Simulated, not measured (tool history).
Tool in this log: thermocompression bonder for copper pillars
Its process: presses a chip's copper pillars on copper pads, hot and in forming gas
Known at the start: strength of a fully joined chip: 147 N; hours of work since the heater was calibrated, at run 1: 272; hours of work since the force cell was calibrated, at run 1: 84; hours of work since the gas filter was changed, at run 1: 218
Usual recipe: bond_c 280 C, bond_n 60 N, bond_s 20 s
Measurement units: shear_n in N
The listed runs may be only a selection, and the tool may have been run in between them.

run    hour  bond_c  bond_n  bond_s  hours of work since the heater was calibrated  hours of work since the force cell was calibrated  hours of work since the gas filter was changed  shear_n
  1     0.0     280      60      20                                            272                                                 84                                             218     85.7
        6.2  -- forming gas filter changed
  2    29.6     267      60      20                                            287                                                 99                                              12     85.5
  3    54.7     267      60      20                                            300                                                112                                              25     86.2
  4    92.2     267      60      20                                            320                                                132                                              45     85.0
  5   121.4     267      60      20                                            335                                                147                                              60     83.7
  6   155.5     267      60      20                                            353                                                165                                              78     84.1
  7   194.0     267      60      20                                            373                                                185                                              98     81.7
  8   211.2     280      60      20                                            382                                                194                                             107     92.6
  9   247.4     280      60      29                                            401                                                213                                             126    100.2
 10   267.1     280      60      29                                            411                                                224                                             136     99.3
 11   288.6     280      60      29                                            422                                                235                                             148     98.4
 12   310.3     280      60      29                                            434                                                246                                             159     99.7
 13   347.9     280      60      29                                            453                                                266                                             179     97.0
 14   377.0     280      60      20                                            469                                                281                                             194     89.0
 15   402.6     280      60      15                                            482                                                294                                             207     81.4
 16   421.6     280      60      15                                            492                                                304                                             217     81.6
      427.8  -- forming gas filter changed
      447.6  -- heater calibrated with a thermocouple chip
 17   462.6     276      60      20                                              8                                                324                                              17     87.6
 18   498.1     276      60      20                                             26                                                343                                              36     87.7
 19   522.8     280      45      20                                             39                                                356                                              49     75.5
 20   558.5     280      45      20                                             58                                                375                                              67     76.0
 21   583.7     279      73      15                                             71                                                388                                              81     91.9
 22   614.6     269      50      36                                             87                                                404                                              97     87.7
 23   639.2     269      56      36                                            100                                                417                                             110     92.5
 24   664.9     277      55      19                                            114                                                430                                             123     81.9
 25   682.0     306      64      17                                            123                                                439                                             132    103.0
 26   698.7     306      64      17                                            131                                                448                                             141    102.9
 27   728.7     254      37      20                                            147                                                464                                             156     49.2
 28   745.9     275      90      20                                            156                                                473                                             165    103.2
 29   771.0     280      82      20                                            169                                                486                                             179    100.0
 30   798.0     280      82      20                                            183                                                500                                             193    101.5
 31   835.2     280      70      30                                            203                                                519                                             212    104.2
      851.0  -- forming gas filter changed
 32   869.7     297      70      30                                            221                                                537                                              10    121.7
 33   909.5     297      70      30                                            241                                                558                                              31    119.5
 34   946.7     298      49      22                                            261                                                578                                              50     97.1
 35   975.2     298      49      22                                            276                                                592                                              65     97.1
 36  1003.4     298      49      22                                            291                                                607                                              80     95.3
 37  1025.6     298      51      19                                            302                                                619                                              91     94.9
 38  1063.0     298      51      19                                            322                                                638                                             111     95.1
 39  1090.7     282      66      25                                            336                                                653                                             125     98.7

For some of the steps in shear_n from one run to the next: how much would appear even if the tool had no hidden state, given the settings, what came in and random variation, and how much remains for the hidden state plus any gauge scatter that the measured result and the result without hidden state don't share?
Hidden conditions of the tool in this case: true temperature of the bond over the reading, C; force that reaches the chip, % of what is set; oxide that the forming gas leaves, % of the face; drift of the gauge itself on shear_n, %.
Run 1 -> 2: bond_c 280 -> 267, forming gas filter changed. shear_n -0.2 N: hidden state +7.3, all else -7.5.
Run 26 -> 27: bond_c 306 -> 254, bond_n 64 -> 37, bond_s 17 -> 20. shear_n -53.7 N: hidden state +2.7, all else -56.4.
Run 27 -> 28: bond_c 254 -> 275, bond_n 37 -> 90. shear_n +54.0 N: hidden state -3.4, all else +57.4.
Run 31 -> 32: bond_c 280 -> 297, forming gas filter changed. shear_n +17.5 N: hidden state +7.8, all else +9.7.
Run 33 -> 34: bond_c 297 -> 298, bond_n 70 -> 49, bond_s 30 -> 22. shear_n -22.4 N: hidden state -0.1, all else -22.3.

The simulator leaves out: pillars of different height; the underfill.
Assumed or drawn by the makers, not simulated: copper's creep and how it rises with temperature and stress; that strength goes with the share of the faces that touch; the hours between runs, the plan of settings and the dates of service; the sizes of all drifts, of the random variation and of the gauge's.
